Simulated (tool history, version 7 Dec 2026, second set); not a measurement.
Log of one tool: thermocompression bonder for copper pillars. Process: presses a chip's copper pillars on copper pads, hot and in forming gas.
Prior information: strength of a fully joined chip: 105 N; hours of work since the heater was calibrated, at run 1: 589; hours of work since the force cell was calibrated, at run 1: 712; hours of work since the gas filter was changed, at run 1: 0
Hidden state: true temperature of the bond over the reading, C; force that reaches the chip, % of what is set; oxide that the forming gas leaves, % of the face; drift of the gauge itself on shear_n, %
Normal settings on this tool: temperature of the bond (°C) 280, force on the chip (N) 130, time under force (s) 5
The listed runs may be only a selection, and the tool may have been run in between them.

run,day,temperature of the bond (°C),force on the chip (N),time under force (s),hours of work since the heater was calibrated,hours of work since the force cell was calibrated,hours of work since the gas filter was changed,force that shears a chip off (N)
1,0.000,280,130,5,589,712,0,54.7
2,2.029,280,130,5,615,738,26,54.2
3,3.421,280,130,5,634,757,44,53.0
# day 4.450: force cell calibrated
4,5.062,267,130,5,654,8,65,44.1
5,6.188,267,130,5,669,23,80,43.4
6,7.338,267,130,5,684,37,94,43.1
7,8.517,267,130,5,699,53,110,43.7
8,10.104,280,130,5,719,73,130,49.5
9,11.904,280,168,5,743,97,154,61.1
# day 12.275: forming gas filter changed
10,12.979,280,168,5,757,110,9,65.0
11,14.375,280,168,5,775,129,27,63.8
12,16.258,280,116,5,799,153,52,45.7
13,18.317,280,116,5,826,180,78,44.7
14,19.483,280,116,5,841,195,94,45.8
15,21.367,280,116,5,865,219,118,45.9
16,22.562,292,186,6,881,235,134,75.9
17,23.679,262,85,3,895,249,148,20.2
# day 24.475: forming gas filter changed
18,24.888,266,158,7,911,265,5,58.9
19,26.338,278,185,3,930,284,24,57.2
20,27.850,251,100,5,949,303,44,26.9
21,29.246,300,163,7,967,321,62,78.7
22,30.942,259,131,7,989,343,84,46.5
23,32.367,259,131,7,1008,362,102,45.3
24,33.388,259,131,15,1021,375,116,59.0
25,35.183,280,160,5,1045,398,139,59.2
# day 36.662: forming gas filter changed
26,37.075,262,114,10,1069,423,5,48.9
27,38.038,255,109,3,1081,435,18,25.9

Predict each of these 3 candidate next runs independently; none follows another, all start after run 27:
A,38.996,252,130,4,1094,448,30,?
B,38.996,271,103,5,1094,448,30,?
C,38.996,295,182,3,1094,448,30,?

run,force that shears a chip off (N)
A,34.2
B,37.1
C,69.1
Stripped of hidden state, with their random variation kept, the same runs would have yielded:
run,force that shears a chip off (N)
A,34.2
B,37.1
C,69.1
